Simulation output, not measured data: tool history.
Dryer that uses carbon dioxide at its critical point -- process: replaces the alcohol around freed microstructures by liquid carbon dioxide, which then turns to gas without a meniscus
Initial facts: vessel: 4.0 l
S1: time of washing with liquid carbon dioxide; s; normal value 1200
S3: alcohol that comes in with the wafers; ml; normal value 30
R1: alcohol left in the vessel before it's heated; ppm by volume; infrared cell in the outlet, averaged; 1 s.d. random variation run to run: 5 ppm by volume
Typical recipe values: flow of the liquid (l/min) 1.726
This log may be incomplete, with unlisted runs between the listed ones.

Run 1, hour 0: usual settings. Result: R1 16 ppm by volume.
Run 2, hour 8.4: usual settings. Result: R1 13 ppm by volume.
Run 3, hour 15.6: usual settings but S3 45 ml. Result: R1 23 ppm by volume.
Run 4, hour 22.5: usual settings. Result: R1 25 ppm by volume.
Run 5, hour 32.5: usual settings. Result: R1 25 ppm by volume.
Run 6, hour 39.6: usual settings. Result: R1 18 ppm by volume.
Run 7, hour 50.1: usual settings but flow of the liquid (l/min) 1.84. Result: R1 12 ppm by volume.
Run 8, hour 61.2: usual settings but flow of the liquid (l/min) 1.84. Result: R1 17 ppm by volume.
Run 9, hour 71.1: usual settings. Result: R1 23 ppm by volume.
Run 10, hour 81.8: usual settings. Result: R1 18 ppm by volume.
Run 11, hour 90.9: usual settings but S1 1680 s, S3 29 ml. Result: R1 23 ppm by volume.
Run 12, hour 96.3: usual settings but flow of the liquid (l/min) 1.32, S3 33 ml. Result: R1 52 ppm by volume.
Run 13, hour 104.8: usual settings but S1 1140 s, flow of the liquid (l/min) 1.35, S3 82 ml. Result: R1 136 ppm by volume.
Run 14, hour 114.2: usual settings but S1 1140 s, flow of the liquid (l/min) 1.35, S3 82 ml. Result: R1 147 ppm by volume.
Run 15, hour 123.3: usual settings but S1 1680 s, flow of the liquid (l/min) 1.35, S3 25 ml. Result: R1 29 ppm by volume.
Run 16, hour 129.4: usual settings but S1 1440 s, flow of the liquid (l/min) 2, S3 92 ml. Result: R1 23 ppm by volume.

Forecast run 17:
Run 17, hour 136.5: usual settings but S1 1260 s, flow of the liquid (l/min) 1.64, S3 44 ml. Result: R1 ?.

R1: 29 ppm by volume
With the hidden condition absent and the run-to-run variation left alone, this run would have shown R1 10 ppm by volume.
